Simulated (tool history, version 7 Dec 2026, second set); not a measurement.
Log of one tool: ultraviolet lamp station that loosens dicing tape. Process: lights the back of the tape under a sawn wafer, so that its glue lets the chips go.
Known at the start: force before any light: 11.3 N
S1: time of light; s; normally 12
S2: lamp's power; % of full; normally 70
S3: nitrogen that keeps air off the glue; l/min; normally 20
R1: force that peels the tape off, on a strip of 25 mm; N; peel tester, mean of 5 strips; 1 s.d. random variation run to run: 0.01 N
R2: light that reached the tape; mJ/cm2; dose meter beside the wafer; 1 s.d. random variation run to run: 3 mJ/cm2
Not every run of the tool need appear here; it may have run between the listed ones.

| run | hour | S1 | S2 | S3 | R1 | R2 |
|---|---|---|---|---|---|---|
| 1 | 0 | 12 | 70 | 20 | 0.575 | 416 |
| 2 | 10.8 | 12 | 70 | 20 | 0.589 | 421 |
| 3 | 21 | 12 | 70 | 20 | 0.588 | 413 |
| 4 | 35.7 | 12 | 70 | 20 | 0.612 | 411 |
| 5 | 50 | 12 | 72 | 20 | 0.588 | 428 |
| 6 | 65.3 | 12 | 72 | 20 | 0.585 | 415 |
| 7 | 81.6 | 12 | 70 | 20 | 0.617 | 409 |
| 8 | 99.8 | 12 | 70 | 20 | 0.661 | 405 |
| 9 | 113.3 | 12 | 70 | 20 | 0.646 | 400 |
| 10 | 121.9 | 12 | 70 | 20 | 0.647 | 400 |
| 11 | 138.6 | 12 | 70 | 20 | 0.661 | 400 |
| 12 | 150.3 | 12 | 70 | 20 | 0.708 | 397 |
| 13 | 158.3 | 12 | 70 | 20 | 0.697 | 397 |
| 14 | 174.6 | 12 | 70 | 20 | 0.731 | 398 |
| 15 | 184.2 | 12 | 79 | 20 | 0.498 | 446 |
| 16 | 201.8 | 12 | 79 | 20 | 0.539 | 440 |
| 17 | 213.4 | 12 | 79 | 20 | 0.518 | 439 |
| 18 | 231.6 | 16 | 73 | 9 | 0.466 | 538 |
| 19 | 241.4 | 11 | 70 | 20 | 0.909 | 352 |

What does the tool deliver on the next run?
| 20 | 256.7 | 12 | 71 | 20 | ? | ? |

{"run 20": {"R1": 0.748, "R2": 390}}
With no hidden state in the tool, this same run would have given R1 0.455 N, R2 471 mJ/cm2.
